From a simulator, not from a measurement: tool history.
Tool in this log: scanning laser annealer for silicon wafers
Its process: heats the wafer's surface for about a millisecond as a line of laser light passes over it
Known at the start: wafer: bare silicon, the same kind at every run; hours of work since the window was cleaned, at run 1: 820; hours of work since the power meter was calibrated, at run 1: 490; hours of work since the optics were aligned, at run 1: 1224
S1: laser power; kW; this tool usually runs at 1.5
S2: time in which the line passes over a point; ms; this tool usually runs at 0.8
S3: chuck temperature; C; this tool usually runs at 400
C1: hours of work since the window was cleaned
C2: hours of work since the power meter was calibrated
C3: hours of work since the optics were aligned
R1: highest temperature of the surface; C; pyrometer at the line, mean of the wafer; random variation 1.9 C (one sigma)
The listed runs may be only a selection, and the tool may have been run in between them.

run 1 hour=0 | S1=1.5 S2=0.8 S3=400 | C1=820 C2=490 C3=1224 | R1=1187
run 2 hour=21.5 | S1=1.5 S2=0.8 S3=400 | C1=830 C2=499 C3=1234 | R1=1189
run 3 hour=35.3 | S1=1.618 S2=0.8 S3=400 | C1=837 C2=506 C3=1240 | R1=1257
-- hour=38.7 window over the wafer cleaned
run 4 hour=53 | S1=1.5 S2=0.8 S3=400 | C1=7 C2=513 C3=1248 | R1=1228
run 5 hour=69.3 | S1=1.5 S2=0.8 S3=400 | C1=14 C2=521 C3=1255 | R1=1227
run 6 hour=84.8 | S1=1.5 S2=0.607 S3=400 | C1=21 C2=528 C3=1262 | R1=1112
run 7 hour=97.3 | S1=1.5 S2=0.8 S3=400 | C1=27 C2=534 C3=1268 | R1=1227
run 8 hour=118.2 | S1=1.5 S2=0.8 S3=400 | C1=37 C2=543 C3=1278 | R1=1223
run 9 hour=139.4 | S1=1.645 S2=0.766 S3=400 | C1=46 C2=553 C3=1288 | R1=1292
run 10 hour=152.6 | S1=1.508 S2=0.949 S3=436 | C1=53 C2=559 C3=1294 | R1=1345
run 11 hour=179.1 | S1=1.508 S2=0.949 S3=436 | C1=65 C2=571 C3=1306 | R1=1348
run 12 hour=201 | S1=1.614 S2=0.978 S3=400 | C1=75 C2=581 C3=1316 | R1=1393
run 13 hour=225.1 | S1=1.614 S2=0.579 S3=400 | C1=86 C2=592 C3=1327 | R1=1151

Run 14 comes next. What will it give?
run 14 hour=244.7 | S1=1.614 S2=0.597 S3=426 | C1=95 C2=602 C3=1336 | R1=?

Run 14 came out at R1 1187 C.
Take away the tool's hidden state, keep the run-to-run variation as it was, and the same run would have given R1 1198 C.
